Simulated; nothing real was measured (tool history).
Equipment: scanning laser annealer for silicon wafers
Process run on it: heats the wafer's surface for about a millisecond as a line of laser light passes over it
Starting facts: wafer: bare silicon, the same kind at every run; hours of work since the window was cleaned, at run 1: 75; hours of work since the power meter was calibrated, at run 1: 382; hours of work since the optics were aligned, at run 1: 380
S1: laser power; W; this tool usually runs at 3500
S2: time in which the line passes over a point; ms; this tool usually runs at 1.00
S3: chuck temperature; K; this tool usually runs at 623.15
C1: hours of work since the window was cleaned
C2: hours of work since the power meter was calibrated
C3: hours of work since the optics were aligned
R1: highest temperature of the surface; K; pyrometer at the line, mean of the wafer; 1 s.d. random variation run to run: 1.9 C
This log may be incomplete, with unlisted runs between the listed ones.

run,hour,S1,S2,S3,C1,C2,C3,R1
1,0.0,3500,1.00,623.15,75,382,380,1377.15
2,23.0,3500,1.00,623.15,93,399,397,1374.15
3,45.2,3500,1.00,623.15,109,416,414,1378.15
4,80.6,3500,1.00,623.15,136,442,440,1379.15
5,108.9,3500,0.73,623.15,157,463,462,1278.15
6,150.6,3500,0.73,623.15,189,495,493,1277.15
7,173.8,3500,0.73,623.15,206,512,510,1279.15
8,207.7,3220,1.00,623.15,231,538,536,1299.15
9,249.6,3500,1.00,623.15,263,569,567,1374.15
10,270.5,3500,1.00,623.15,279,585,583,1373.15
11,301.0,3500,1.00,623.15,301,608,606,1374.15
12,319.6,3500,1.00,623.15,315,622,620,1375.15
13,337.2,3500,1.00,623.15,329,635,633,1375.15
14,379.2,3500,1.00,623.15,360,666,665,1376.15
15,421.0,3500,1.00,623.15,392,698,696,1373.15
16,438.5,3500,1.00,623.15,405,711,709,1375.15
17,476.6,3500,1.00,623.15,433,739,738,1373.15
18,509.3,3496,1.00,585.15,458,764,762,1338.15
19,529.0,3500,0.71,611.15,473,779,777,1254.15
20,564.3,3031,0.77,619.15,499,805,804,1180.15
21,584.8,3500,1.07,623.15,515,821,819,1395.15
22,622.7,3195,0.91,623.15,543,849,847,1267.15
23,651.0,3195,0.91,623.15,564,870,869,1267.15
# hour 671.3: window over the wafer cleaned
# hour 682.1: optics aligned, line set to its width
24,698.1,3116,0.71,623.15,16,901,12,1183.15
25,729.9,3116,0.71,623.15,40,924,36,1182.15
26,748.8,3757,1.09,607.15,54,939,50,1463.15
27,781.7,3500,0.71,623.15,79,963,75,1271.15
28,799.4,3754,0.74,599.15,92,977,88,1314.15
29,832.3,3754,0.74,599.15,117,1001,113,1317.15
30,858.9,3346,1.00,623.15,137,1021,133,1335.15
31,882.3,3028,0.70,632.15,155,1039,150,1169.15
32,901.3,3028,0.70,632.15,169,1053,165,1170.15
33,928.4,3143,0.96,623.15,189,1073,185,1270.15
34,957.9,3308,1.00,623.15,211,1096,207,1324.15

Take each entry between the runs: how does the hidden state at the last listed run before it differ from the hidden state at the first listed run after it?
After run 23, before run 24: window over the wafer cleaned (hour 671.3); optics aligned, line set to its width (hour 682.1)
  light that passes the window, % of a clean one's: 99.95 -> 100; width of the line over the set one, %: 0.08 -> 0
